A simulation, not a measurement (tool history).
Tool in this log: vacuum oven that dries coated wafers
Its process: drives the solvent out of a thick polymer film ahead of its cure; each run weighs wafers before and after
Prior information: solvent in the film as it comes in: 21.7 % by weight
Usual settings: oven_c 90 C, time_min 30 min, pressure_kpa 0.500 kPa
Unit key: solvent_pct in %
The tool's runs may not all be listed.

{"run": 1, "hour": 0.0, "oven_c": 90, "time_min": 30, "pressure_kpa": 0.5, "solvent_pct": 1.85}
{"run": 2, "hour": 11.9, "oven_c": 90, "time_min": 30, "pressure_kpa": 0.5, "solvent_pct": 1.9}
{"run": 3, "hour": 26.3, "oven_c": 97, "time_min": 30, "pressure_kpa": 0.5, "solvent_pct": 0.63}
{"run": 4, "hour": 45.3, "oven_c": 97, "time_min": 30, "pressure_kpa": 0.5, "solvent_pct": 0.64}
{"run": 5, "hour": 67.5, "oven_c": 97, "time_min": 30, "pressure_kpa": 0.5, "solvent_pct": 0.72}
{"run": 6, "hour": 78.2, "oven_c": 90, "time_min": 30, "pressure_kpa": 0.5, "solvent_pct": 1.9}
{"run": 7, "hour": 89.3, "oven_c": 90, "time_min": 30, "pressure_kpa": 0.5, "solvent_pct": 1.81}
{"run": 8, "hour": 105.7, "oven_c": 90, "time_min": 30, "pressure_kpa": 0.289, "solvent_pct": 1.76}
{"run": 9, "hour": 116.8, "oven_c": 90, "time_min": 28, "pressure_kpa": 0.5, "solvent_pct": 2.12}
{"run": 10, "hour": 134.7, "oven_c": 90, "time_min": 21, "pressure_kpa": 0.5, "solvent_pct": 3.4}
{"run": 11, "hour": 148.5, "oven_c": 90, "time_min": 21, "pressure_kpa": 0.5, "solvent_pct": 3.49}
{"run": 12, "hour": 171.0, "oven_c": 90, "time_min": 30, "pressure_kpa": 0.5, "solvent_pct": 1.86}
{"run": 13, "hour": 188.5, "oven_c": 90, "time_min": 30, "pressure_kpa": 0.5, "solvent_pct": 1.84}
{"run": 14, "hour": 200.1, "oven_c": 95, "time_min": 30, "pressure_kpa": 0.5, "solvent_pct": 0.85}
{"run": 15, "hour": 218.0, "oven_c": 90, "time_min": 30, "pressure_kpa": 0.5, "solvent_pct": 1.78}
{"run": 16, "hour": 238.3, "oven_c": 90, "time_min": 30, "pressure_kpa": 0.5, "solvent_pct": 1.78}
{"run": 17, "hour": 248.3, "oven_c": 90, "time_min": 30, "pressure_kpa": 0.589, "solvent_pct": 1.81}
{"run": 18, "hour": 258.3, "oven_c": 102, "time_min": 19, "pressure_kpa": 1.261, "solvent_pct": 1.0}
{"run": 19, "hour": 278.8, "oven_c": 90, "time_min": 30, "pressure_kpa": 0.426, "solvent_pct": 1.81}

Run 20 is up next; what results do you expect?
{"run": 20, "hour": 290.5, "oven_c": 93, "time_min": 26, "pressure_kpa": 1.311, "solvent_pct": "?"}

solvent_pct: 1.87 %
On a tool with no hidden condition, and with the same random variation, this run would have come out at solvent_pct 1.86 %.

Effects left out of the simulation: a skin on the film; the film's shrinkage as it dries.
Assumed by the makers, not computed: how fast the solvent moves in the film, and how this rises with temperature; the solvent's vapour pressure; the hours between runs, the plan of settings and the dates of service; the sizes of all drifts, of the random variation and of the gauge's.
